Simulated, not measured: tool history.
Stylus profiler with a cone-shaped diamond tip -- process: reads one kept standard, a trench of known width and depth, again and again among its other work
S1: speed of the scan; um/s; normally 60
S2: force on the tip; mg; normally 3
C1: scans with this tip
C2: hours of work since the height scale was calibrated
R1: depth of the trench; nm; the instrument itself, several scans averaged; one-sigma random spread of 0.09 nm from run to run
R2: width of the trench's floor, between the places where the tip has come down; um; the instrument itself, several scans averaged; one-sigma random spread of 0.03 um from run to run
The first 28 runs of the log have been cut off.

run	hour	S1	S2	C1	C2	R1	R2
29	1506	43	1.21	10329	1073	100.88	18.49
30	1554.8	60	6.16	10617	1102	102.99	18.62
31	1627.7	136	4.32	11046	1147	102.45	18.39
32	1693.2	175	6.67	11432	1187	103.12	18.33
33	1763.1	206	6.67	11843	1230	102.99	18.26
34	1826.5	206	6.67	12217	1269	103.05	18.29
35	1875.7	206	6.67	12506	1299	103.26	18.3
36	1952.3	206	6.67	12957	1345	103.13	18.28

Below are 3 alternative next runs, each starting from the tool's condition after run 36. Predict each:
A	2001.2	60	3.17	13245	1375	?	?
B	2001.2	60	2.17	13245	1375	?	?
C	2001.2	94	4.56	13245	1375	?	?

run	R1	R2
A	101.98	18.55
B	101.55	18.58
C	102.46	18.53
Without the tool's hidden state the same runs would have given:
run	R1	R2
A	101.99	18.57
B	101.56	18.6
C	102.48	18.55
